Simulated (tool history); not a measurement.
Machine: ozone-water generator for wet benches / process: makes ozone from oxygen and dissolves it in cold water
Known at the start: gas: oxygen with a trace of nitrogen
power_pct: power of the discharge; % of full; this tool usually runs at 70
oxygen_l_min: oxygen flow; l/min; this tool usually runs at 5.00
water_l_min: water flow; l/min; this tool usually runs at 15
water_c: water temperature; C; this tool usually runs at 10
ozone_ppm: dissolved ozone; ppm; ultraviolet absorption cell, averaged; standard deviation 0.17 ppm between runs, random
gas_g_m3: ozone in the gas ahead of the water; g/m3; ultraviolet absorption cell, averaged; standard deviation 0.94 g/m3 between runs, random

| run | hour | power_pct | oxygen_l_min | water_l_min | water_c | ozone_ppm | gas_g_m3 |
|---|---|---|---|---|---|---|---|
| 1 | 0.0 | 70 | 5.00 | 15 | 10 | 22.4 | 156.5 |
| 2 | 158.8 | 70 | 5.00 | 10 | 10 | 30.4 | 155.8 |
| 3 | 295.2 | 70 | 5.00 | 10 | 10 | 30.5 | 155.7 |
| 4 | 430.4 | 86 | 5.00 | 15 | 10 | 24.8 | 173.4 |
| 5 | 515.9 | 86 | 5.00 | 15 | 10 | 24.4 | 174.7 |
| 6 | 600.0 | 86 | 5.00 | 15 | 10 | 24.9 | 174.6 |
| 7 | 716.2 | 67 | 5.00 | 12 | 13 | 24.4 | 152.2 |
| 8 | 866.7 | 98 | 5.00 | 15 | 6 | 28.1 | 187.0 |
| 9 | 1003.5 | 44 | 2.97 | 23 | 10 | 9.6 | 147.7 |
| 10 | 1117.9 | 77 | 8.22 | 15 | 17 | 20.7 | 130.7 |
| 11 | 1228.9 | 89 | 5.00 | 15 | 10 | 25.3 | 175.5 |
| 12 | 1332.2 | 40 | 5.00 | 15 | 8 | 16.6 | 111.3 |

Predict each of these 4 candidate next runs independently; none follows another, all start after run 12:
|  | 1399.4 | water thermometer calibrated |
| A | 1419.1 | 42 | 7.78 | 15 | 10 | ? | ? |
|  | 1399.4 | water thermometer calibrated |
| B | 1419.1 | 70 | 5.00 | 14 | 10 | ? | ? |
|  | 1399.4 | water thermometer calibrated |
| C | 1419.1 | 73 | 5.54 | 15 | 10 | ? | ? |
|  | 1399.4 | water thermometer calibrated |
| D | 1419.1 | 50 | 5.00 | 15 | 11 | ? | ? |

| run | ozone_ppm | gas_g_m3 |
|---|---|---|
| A | 16.9 | 94.8 |
| B | 23.1 | 150.1 |
| C | 22.6 | 148.3 |
| D | 17.7 | 126.8 |
What these runs would have given with no unlogged condition in the tool:
| run | ozone_ppm | gas_g_m3 |
|---|---|---|
| A | 17.6 | 97.9 |
| B | 24.4 | 157.2 |
| C | 23.9 | 155.4 |
| D | 18.5 | 131.5 |

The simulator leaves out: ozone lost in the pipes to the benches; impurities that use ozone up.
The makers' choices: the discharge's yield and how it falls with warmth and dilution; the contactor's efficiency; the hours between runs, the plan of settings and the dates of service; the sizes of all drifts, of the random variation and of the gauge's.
